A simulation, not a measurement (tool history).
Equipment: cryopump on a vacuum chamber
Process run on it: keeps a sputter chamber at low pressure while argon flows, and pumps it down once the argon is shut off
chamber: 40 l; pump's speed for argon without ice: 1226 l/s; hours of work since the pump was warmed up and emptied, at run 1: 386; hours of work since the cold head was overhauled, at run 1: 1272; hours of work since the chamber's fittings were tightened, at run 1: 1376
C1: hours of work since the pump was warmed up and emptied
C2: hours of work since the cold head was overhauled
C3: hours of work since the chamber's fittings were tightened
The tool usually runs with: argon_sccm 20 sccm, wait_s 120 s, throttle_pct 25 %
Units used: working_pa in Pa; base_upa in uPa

run 1 hour=0 | argon_sccm=20 wait_s=120 throttle_pct=25 | C1=386 C2=1272 C3=1376 | working_pa=0.1204 base_upa=3.4
run 2 hour=30.6 | argon_sccm=21 wait_s=120 throttle_pct=25 | C1=410 C2=1295 C3=1400 | working_pa=0.1291 base_upa=3.44
-- hour=49.9 pump warmed up, emptied and cooled again
run 3 hour=68.3 | argon_sccm=21 wait_s=120 throttle_pct=25 | C1=14 C2=1321 C3=1425 | working_pa=0.1163 base_upa=2.7
run 4 hour=95.4 | argon_sccm=21 wait_s=111 throttle_pct=25 | C1=35 C2=1341 C3=1446 | working_pa=0.1164 base_upa=2.88
run 5 hour=145.3 | argon_sccm=21 wait_s=111 throttle_pct=25 | C1=73 C2=1380 C3=1484 | working_pa=0.1185 base_upa=2.87
run 6 hour=176.9 | argon_sccm=21 wait_s=111 throttle_pct=25 | C1=98 C2=1404 C3=1508 | working_pa=0.118 base_upa=2.99
run 7 hour=217.6 | argon_sccm=20 wait_s=120 throttle_pct=25 | C1=129 C2=1435 C3=1540 | working_pa=0.1139 base_upa=3.01
run 8 hour=266.4 | argon_sccm=20 wait_s=120 throttle_pct=28 | C1=166 C2=1473 C3=1577 | working_pa=0.1034 base_upa=3.12
run 9 hour=311.4 | argon_sccm=20 wait_s=120 throttle_pct=28 | C1=201 C2=1507 C3=1612 | working_pa=0.1028 base_upa=3.27
run 10 hour=352.5 | argon_sccm=20 wait_s=120 throttle_pct=28 | C1=233 C2=1539 C3=1643 | working_pa=0.1043 base_upa=3.35
run 11 hour=394.1 | argon_sccm=20 wait_s=120 throttle_pct=28 | C1=265 C2=1571 C3=1675 | working_pa=0.105 base_upa=3.44
run 12 hour=429.9 | argon_sccm=20 wait_s=120 throttle_pct=28 | C1=292 C2=1599 C3=1703 | working_pa=0.1067 base_upa=3.55
run 13 hour=464.9 | argon_sccm=20 wait_s=120 throttle_pct=24 | C1=319 C2=1626 C3=1730 | working_pa=0.1237 base_upa=3.75
run 14 hour=501.3 | argon_sccm=20 wait_s=120 throttle_pct=25 | C1=347 C2=1653 C3=1758 | working_pa=0.1208 base_upa=3.77
run 15 hour=543.6 | argon_sccm=20 wait_s=49 throttle_pct=25 | C1=380 C2=1686 C3=1790 | working_pa=0.1213 base_upa=4.9
run 16 hour=590.3 | argon_sccm=20 wait_s=49 throttle_pct=25 | C1=415 C2=1722 C3=1826 | working_pa=0.1215 base_upa=5.16
-- hour=602 pump warmed up, emptied and cooled again
run 17 hour=645.7 | argon_sccm=12 wait_s=49 throttle_pct=25 | C1=34 C2=1761 C3=1865 | working_pa=0.0669 base_upa=4.26
run 18 hour=676.6 | argon_sccm=30 wait_s=49 throttle_pct=25 | C1=57 C2=1784 C3=1889 | working_pa=0.1679 base_upa=4.22
run 19 hour=703 | argon_sccm=30 wait_s=49 throttle_pct=25 | C1=78 C2=1805 C3=1909 | working_pa=0.1703 base_upa=4.34
run 20 hour=747.6 | argon_sccm=28 wait_s=41 throttle_pct=37 | C1=112 C2=1839 C3=1943 | working_pa=0.1086 base_upa=4.83
run 21 hour=786.3 | argon_sccm=20 wait_s=169 throttle_pct=25 | C1=142 C2=1869 C3=1973 | working_pa=0.1137 base_upa=3.47
run 22 hour=817.8 | argon_sccm=20 wait_s=169 throttle_pct=25 | C1=166 C2=1893 C3=1997 | working_pa=0.1139 base_upa=3.65
run 23 hour=865.6 | argon_sccm=15 wait_s=39 throttle_pct=25 | C1=203 C2=1930 C3=2034 | working_pa=0.0858 base_upa=5.22
run 24 hour=909.6 | argon_sccm=15 wait_s=153 throttle_pct=25 | C1=237 C2=1964 C3=2068 | working_pa=0.0887 base_upa=3.77
run 25 hour=933.1 | argon_sccm=15 wait_s=153 throttle_pct=25 | C1=255 C2=1982 C3=2086 | working_pa=0.0876 base_upa=3.86
run 26 hour=971 | argon_sccm=33 wait_s=126 throttle_pct=29 | C1=284 C2=2011 C3=2115 | working_pa=0.1688 base_upa=4.21
run 27 hour=1021.8 | argon_sccm=33 wait_s=126 throttle_pct=29 | C1=323 C2=2050 C3=2154 | working_pa=0.1713 base_upa=4.39
run 28 hour=1051.9 | argon_sccm=31 wait_s=129 throttle_pct=21 | C1=346 C2=2073 C3=2177 | working_pa=0.2161 base_upa=4.44
run 29 hour=1094.9 | argon_sccm=12 wait_s=129 throttle_pct=26 | C1=379 C2=2106 C3=2210 | working_pa=0.0706 base_upa=4.75
run 30 hour=1138.8 | argon_sccm=12 wait_s=107 throttle_pct=26 | C1=413 C2=2140 C3=2244 | working_pa=0.0706 base_upa=4.94
-- hour=1154 pump warmed up, emptied and cooled again
-- hour=1166.2 leaking fittings of the chamber tightened, without venting
run 31 hour=1175.4 | argon_sccm=12 wait_s=107 throttle_pct=26 | C1=15 C2=2163 C3=7 | working_pa=0.0642 base_upa=1.03
run 32 hour=1214.2 | argon_sccm=20 wait_s=22 throttle_pct=17 | C1=45 C2=2192 C3=37 | working_pa=0.1633 base_upa=3.86
run 33 hour=1265 | argon_sccm=33 wait_s=22 throttle_pct=22 | C1=84 C2=2231 C3=76 | working_pa=0.2103 base_upa=3.9

3 ways to go on from here, each from the tool as it stands after run 33. What would each give?
run A hour=1298.2 | argon_sccm=8 wait_s=33 throttle_pct=31 | C1=109 C2=2257 C3=102 | working_pa=? base_upa=?
run B hour=1298.2 | argon_sccm=21 wait_s=247 throttle_pct=23 | C1=109 C2=2257 C3=102 | working_pa=? base_upa=?
run C hour=1298.2 | argon_sccm=15 wait_s=187 throttle_pct=51 | C1=109 C2=2257 C3=102 | working_pa=? base_upa=?

run=A working_pa=0.0359 base_upa=2.8
run=B working_pa=0.1299 base_upa=0.79
run=C working_pa=0.0421 base_upa=0.85
With the hidden condition removed and each run's random variation left untouched, the same runs would have given:
run=A working_pa=0.0349 base_upa=2.57
run=B working_pa=0.1272 base_upa=0.55
run=C working_pa=0.0401 base_upa=0.62
